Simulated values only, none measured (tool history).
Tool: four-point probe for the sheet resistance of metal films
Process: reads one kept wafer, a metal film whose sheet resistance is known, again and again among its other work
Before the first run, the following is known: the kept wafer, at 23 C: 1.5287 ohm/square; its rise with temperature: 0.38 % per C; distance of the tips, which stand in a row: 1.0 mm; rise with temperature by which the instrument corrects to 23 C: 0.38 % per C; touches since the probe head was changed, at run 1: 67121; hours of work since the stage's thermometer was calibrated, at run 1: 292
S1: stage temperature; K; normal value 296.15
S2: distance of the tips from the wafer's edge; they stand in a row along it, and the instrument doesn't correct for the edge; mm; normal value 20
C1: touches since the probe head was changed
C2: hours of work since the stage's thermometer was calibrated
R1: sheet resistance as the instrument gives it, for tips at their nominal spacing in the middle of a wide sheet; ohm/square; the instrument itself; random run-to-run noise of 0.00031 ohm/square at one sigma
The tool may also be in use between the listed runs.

run,day,S1,S2,C1,C2,R1
1,0.000,296.15,20,67121,292,1.529774
2,2.362,296.15,20,68804,323,1.529795
3,4.175,296.15,20,70097,347,1.531001
4,5.975,296.15,20,71379,371,1.530525
5,8.142,296.15,19,72924,400,1.530348
6,9.758,296.15,19,74074,421,1.531054
7,11.333,296.15,19,75199,442,1.531043
8,13.254,296.15,19,76567,467,1.531293
9,15.496,296.15,3,78163,497,1.614704
10,16.738,296.15,3,79050,514,1.615555
11,18.275,307.15,20,80145,534,1.531184
12,19.738,296.15,20,81188,553,1.531301
13,21.067,296.15,20,82134,571,1.531477
14,22.867,296.15,20,83418,595,1.531519
15,25.175,294.15,20,85062,626,1.531177
16,26.562,294.15,20,86052,644,1.531421
17,28.471,305.15,20,87411,669,1.531768
18,29.762,305.15,20,88332,686,1.531523
19,32.033,305.15,20,89950,717,1.531718
20,33.900,296.15,20,91279,741,1.532123
21,35.025,296.15,20,92083,756,1.532609
22,36.204,296.15,20,92923,772,1.531947
23,38.217,296.15,20,94356,799,1.532454
24,39.721,299.15,3,95428,819,1.616398
25,41.858,300.15,15,96952,847,1.533930
26,44.338,300.15,15,98717,880,1.534721
27,45.804,305.15,29,99764,899,1.531695
28,48.238,305.15,24,101498,932,1.532512
29,49.708,305.15,21,102546,951,1.532774
30,51.788,303.15,30,104029,979,1.531966
31,53.508,303.15,30,105255,1002,1.532098
32,55.008,296.15,39,106324,1021,1.531615
33,57.283,296.15,39,107944,1052,1.532091
34,58.600,296.15,39,108882,1069,1.531721
35,60.308,293.15,18,110101,1092,1.533385
36,62.658,293.15,18,111776,1123,1.534599
37,64.275,296.15,5,112927,1144,1.564718
38,65.954,306.15,30,114123,1167,1.532687
39,67.596,306.15,30,115293,1188,1.532423
40,69.621,304.15,10,116737,1215,1.539683
41,70.933,304.15,10,117672,1233,1.540429
42,73.350,304.15,10,119395,1265,1.540281
43,74.954,304.15,10,120537,1286,1.540207
44,76.283,305.15,16,121484,1304,1.536014
45,77.542,299.15,6,122382,1320,1.555166
46,79.988,294.15,14,124125,1353,1.536988

Consider 3 possible next runs. They are alternatives, not a sequence: every one starts from the tool as it was left by run 46. What does each give?
A,82.496,303.15,31,125912,1386,?
B,82.496,299.15,67,125912,1386,?
C,82.496,296.15,15,125912,1386,?

run,R1
A,1.533746
B,1.533203
C,1.536624
With the hidden condition removed and each run's random variation left untouched, the same runs would have given:
run,R1
A,1.529687
B,1.529103
C,1.532481

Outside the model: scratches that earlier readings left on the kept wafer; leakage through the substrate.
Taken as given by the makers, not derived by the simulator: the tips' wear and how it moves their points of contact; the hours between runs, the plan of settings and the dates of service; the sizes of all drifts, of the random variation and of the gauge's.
